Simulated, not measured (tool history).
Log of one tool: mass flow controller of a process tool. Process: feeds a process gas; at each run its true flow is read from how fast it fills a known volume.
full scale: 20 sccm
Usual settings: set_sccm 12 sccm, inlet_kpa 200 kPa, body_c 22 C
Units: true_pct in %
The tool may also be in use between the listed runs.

run,hour,set_sccm,inlet_kpa,body_c,true_pct
1,0,12,200,22,99.83
2,56.4,12,200,22,99.87
3,141,12,200,22,99.8
4,226.7,12,200,22,99.77
5,268.7,12,200,22,99.89
6,342.8,12,200,22,99.59
7,409.1,8,200,22,99.7
8,477.2,8,200,22,99.67
9,553.1,12,200,40,98.04
10,600.4,12,200,40,97.95
11,648.9,12,200,22,99.61
12,706.3,12,220,22,99.53
13,782,12,220,22,99.32
14,861.6,12,220,22,99.51
15,917,12,220,22,99.39
16,990.1,12,220,22,99.44
17,1048.1,12,220,22,99.39
18,1085.3,12,220,22,99.28
19,1138.7,12,220,22,99.36
20,1216.3,12,200,22,99.4
21,1298.3,12,200,22,99.38
22,1343,12,200,22,99.25
23,1393.7,2,200,22,98.76
24,1466.9,2,200,22,98.87
25,1539.3,2,200,22,98.69
26,1607.6,6,200,22,98.87
27,1646.9,8,145,23,98.95
28,1716.4,4,238,35,97.31
# hour 1775.6: gauge calibrated
29,1803.5,4,238,35,98.21
30,1889.4,4,238,25,99.09

Run 31 comes next. What will it give?
31,1971.5,2,267,23,?

Run 31 gave true_pct 99.06 %.
Without the tool's hidden state the same run would have given true_pct 99.16 %.

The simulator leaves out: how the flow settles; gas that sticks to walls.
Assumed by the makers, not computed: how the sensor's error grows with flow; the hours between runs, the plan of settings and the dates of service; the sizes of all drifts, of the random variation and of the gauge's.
